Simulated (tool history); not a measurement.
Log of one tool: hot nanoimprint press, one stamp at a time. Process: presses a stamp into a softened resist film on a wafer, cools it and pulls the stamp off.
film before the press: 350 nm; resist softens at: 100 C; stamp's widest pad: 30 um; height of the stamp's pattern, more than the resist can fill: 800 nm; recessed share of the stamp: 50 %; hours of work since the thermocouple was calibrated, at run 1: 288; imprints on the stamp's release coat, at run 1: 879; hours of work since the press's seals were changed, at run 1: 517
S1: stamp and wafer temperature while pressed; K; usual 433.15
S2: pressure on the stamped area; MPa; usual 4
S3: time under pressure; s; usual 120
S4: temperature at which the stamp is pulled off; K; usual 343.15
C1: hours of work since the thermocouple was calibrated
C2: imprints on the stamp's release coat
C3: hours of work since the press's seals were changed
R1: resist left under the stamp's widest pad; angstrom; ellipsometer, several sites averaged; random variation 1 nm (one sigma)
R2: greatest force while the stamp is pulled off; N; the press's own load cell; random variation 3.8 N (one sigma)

run	hour	S1	S2	S3	S4	C1	C2	C3	R1	R2
1	0	433.15	4	120	343.15	288	879	517	1560	228
2	37.8	433.15	4	120	349.15	310	1038	539	1564	235
# hour 74.6: plate thermocouple calibrated
3	80.3	433.15	4.9	120	343.15	3	1204	562	1434	255
4	141.6	433.15	4.9	120	343.15	39	1462	598	1433	276
5	192.7	433.15	4	120	343.15	69	1677	628	1621	280
# hour 217.6: stamp cleaned and given a new release coat
6	260	433.15	4	120	343.15	105	178	663	1619	195
# hour 291.4: plate thermocouple calibrated, once more
7	300.3	433.15	4	120	343.15	5	335	685	1532	208
8	354.8	433.15	4	71	343.15	37	565	717	1833	222
9	412	432.15	3.18	142	336.15	71	805	751	1713	243
10	459	427.15	5.36	90	349.15	98	1003	778	1796	223
11	499.4	433.15	3.05	173	340.15	122	1173	802	1606	256
12	554.7	444.15	3.1	111	338.15	154	1406	834	1292	289
13	615.4	435.15	3.1	111	338.15	190	1661	870	1714	282
# hour 645.8: stamp cleaned and given a new release coat
14	654.7	439.15	6.24	143	341.15	209	37	889	977	192
15	704.1	433.15	4	120	339.15	238	245	918	1581	206
16	742.4	433.15	4	120	339.15	260	406	940	1602	217

5 ways to go on from here, each from the tool as it stands after run 16. What would each give?
# hour 767.9: press's hydraulic seals changed and the load cell set to zero
A	777.8	422.15	6.38	120	339.15	276	522	6	?	?
# hour 767.9: press's hydraulic seals changed and the load cell set to zero
B	777.8	433.15	3.66	120	343.15	276	522	6	?	?
# hour 767.9: press's hydraulic seals changed and the load cell set to zero
C	777.8	440.15	4.24	120	343.15	276	522	6	?	?
# hour 767.9: press's hydraulic seals changed and the load cell set to zero
D	777.8	432.15	4	120	335.15	276	522	6	?	?
# hour 767.9: press's hydraulic seals changed and the load cell set to zero
E	777.8	428.15	4	213	328.15	276	522	6	?	?

run	R1	R2
A	1744	226
B	1606	212
C	1160	220
D	1566	236
E	1491	247
Without the tool's hidden state the same runs would have given:
run	R1	R2
A	1693	194
B	1567	182
C	1133	189
D	1526	203
E	1450	213
